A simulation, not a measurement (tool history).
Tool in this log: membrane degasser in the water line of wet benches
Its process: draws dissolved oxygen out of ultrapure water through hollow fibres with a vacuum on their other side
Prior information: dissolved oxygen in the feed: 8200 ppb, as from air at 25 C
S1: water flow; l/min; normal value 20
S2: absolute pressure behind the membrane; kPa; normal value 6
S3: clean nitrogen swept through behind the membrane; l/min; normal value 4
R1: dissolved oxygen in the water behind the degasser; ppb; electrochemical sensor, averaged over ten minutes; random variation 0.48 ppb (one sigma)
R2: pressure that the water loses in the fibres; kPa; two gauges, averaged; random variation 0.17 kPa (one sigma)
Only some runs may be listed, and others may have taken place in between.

Run 1, hour 0: usual settings. Result: R1 40.8 ppb, R2 31.29 kPa.
Run 2, hour 183.1: usual settings but S2 9.64 kPa. Result: R1 84.9 ppb, R2 31.2 kPa.
Run 3, hour 443.5: usual settings but S2 5.74 kPa. Result: R1 37.7 ppb, R2 31.58 kPa.
Run 4, hour 556.3: usual settings but S2 10.56 kPa. Result: R1 93.6 ppb, R2 31.43 kPa.
Run 5, hour 753.3: usual settings but S2 10.56 kPa. Result: R1 95.9 ppb, R2 31.53 kPa.
Run 6, hour 997.8: usual settings but S2 10.56 kPa. Result: R1 95.6 ppb, R2 31.53 kPa.
Run 7, hour 1146.7: usual settings. Result: R1 42.4 ppb, R2 31.81 kPa.
Run 8, hour 1376.5: usual settings but S1 24 l/min. Result: R1 55.4 ppb, R2 38.38 kPa.
Run 9, hour 1630.2: usual settings. Result: R1 40.6 ppb, R2 31.65 kPa.
Run 10, hour 1743.1: usual settings. Result: R1 40.8 ppb, R2 31.95 kPa.
Run 11, hour 1936.5: usual settings but S3 11.93 l/min. Result: R1 18.5 ppb, R2 31.84 kPa.
Run 12, hour 2101.4: usual settings but S1 25 l/min. Result: R1 58.3 ppb, R2 39.61 kPa.
Run 13, hour 2255.2: usual settings but S1 25 l/min, S3 7.89 l/min. Result: R1 38.5 ppb, R2 39.94 kPa.
Run 14, hour 2441.5: usual settings but S1 25 l/min, S3 7.89 l/min. Result: R1 37.1 ppb, R2 39.85 kPa.
At hour 2545.1: seals of the vacuum lines changed.
Run 15, hour 2610.1: usual settings but S2 13.27 kPa. Result: R1 130.1 ppb, R2 31.79 kPa.
Run 16, hour 2724.8: usual settings but S2 13.27 kPa. Result: R1 128.4 ppb, R2 32.34 kPa.
Run 17, hour 2951.6: usual settings but S1 14 l/min, S2 9.53 kPa, S3 11.21 l/min. Result: R1 21 ppb, R2 22.42 kPa.
Run 18, hour 3128.7: usual settings but S1 19 l/min, S2 4.66 kPa, S3 6.66 l/min. Result: R1 16.7 ppb, R2 30.51 kPa.
Run 19, hour 3280.4: usual settings but S1 25 l/min, S3 7.93 l/min. Result: R1 39.2 ppb, R2 40.13 kPa.
Run 20, hour 3524.5: usual settings but S1 16 l/min, S2 4.85 kPa, S3 7.93 l/min. Result: R1 11.1 ppb, R2 25.57 kPa.
Run 21, hour 3659.7: usual settings but S1 22 l/min, S2 4.75 kPa, S3 3.62 l/min. Result: R1 35 ppb, R2 35.38 kPa.
Run 22, hour 3776.1: usual settings but S1 22 l/min, S2 4.38 kPa, S3 2.07 l/min. Result: R1 44.8 ppb, R2 35.25 kPa.
Run 23, hour 4017.8: usual settings but S1 22 l/min, S2 4.38 kPa, S3 2.07 l/min. Result: R1 44.1 ppb, R2 35.52 kPa.
Run 24, hour 4136.1: usual settings but S1 26 l/min, S2 6.33 kPa. Result: R1 70.9 ppb, R2 42.04 kPa.
Run 25, hour 4257.5: usual settings but S1 17 l/min, S2 5.97 kPa, S3 2.45 l/min. Result: R1 53.5 ppb, R2 27.3 kPa.
Run 26, hour 4396.3: usual settings but S1 17 l/min, S2 5.97 kPa, S3 2.45 l/min. Result: R1 52.9 ppb, R2 27.35 kPa.
Run 27, hour 4612.3: usual settings but S2 4.02 kPa. Result: R1 19.5 ppb, R2 32.08 kPa.
Run 28, hour 4779.5: usual settings but S2 4.02 kPa, S3 2.82 l/min. Result: R1 25.1 ppb, R2 32.22 kPa.
Run 29, hour 5017.4: usual settings but S2 4.02 kPa, S3 2.82 l/min. Result: R1 24.8 ppb, R2 32.51 kPa.
Run 30, hour 5250.9: usual settings but S2 4.02 kPa, S3 2.82 l/min. Result: R1 25.6 ppb, R2 32.38 kPa.
Run 31, hour 5523.3: usual settings but S2 4.02 kPa, S3 2.82 l/min. Result: R1 25.7 ppb, R2 32.57 kPa.
Run 32, hour 5750.1: usual settings but S2 6.23 kPa. Result: R1 47.1 ppb, R2 32.29 kPa.

Consider 3 possible next runs. They are alternatives, not a sequence: every one starts from the tool as it was left by run 32. What does each give?
Run A, hour 5953.7: usual settings but S1 22 l/min, S2 9.95 kPa, S3 4.88 l/min. Result: R1 ?, R2 ?.
Run B, hour 5953.7: usual settings but S1 21 l/min, S2 4.05 kPa, S3 2.07 l/min. Result: R1 ?, R2 ?.
Run C, hour 5953.7: usual settings but S1 17 l/min, S2 6.63 kPa, S3 3.8 l/min. Result: R1 ?, R2 ?.

run    R1     R2
  A  88.1  35.57
  B  35.7  34.01
  C  44.4  28.12
With the hidden condition removed and each run's random variation left untouched, the same runs would have given:
run    R1     R2
  A  79.4  32.22
  B  23.7  30.81
  C  38.9  25.51
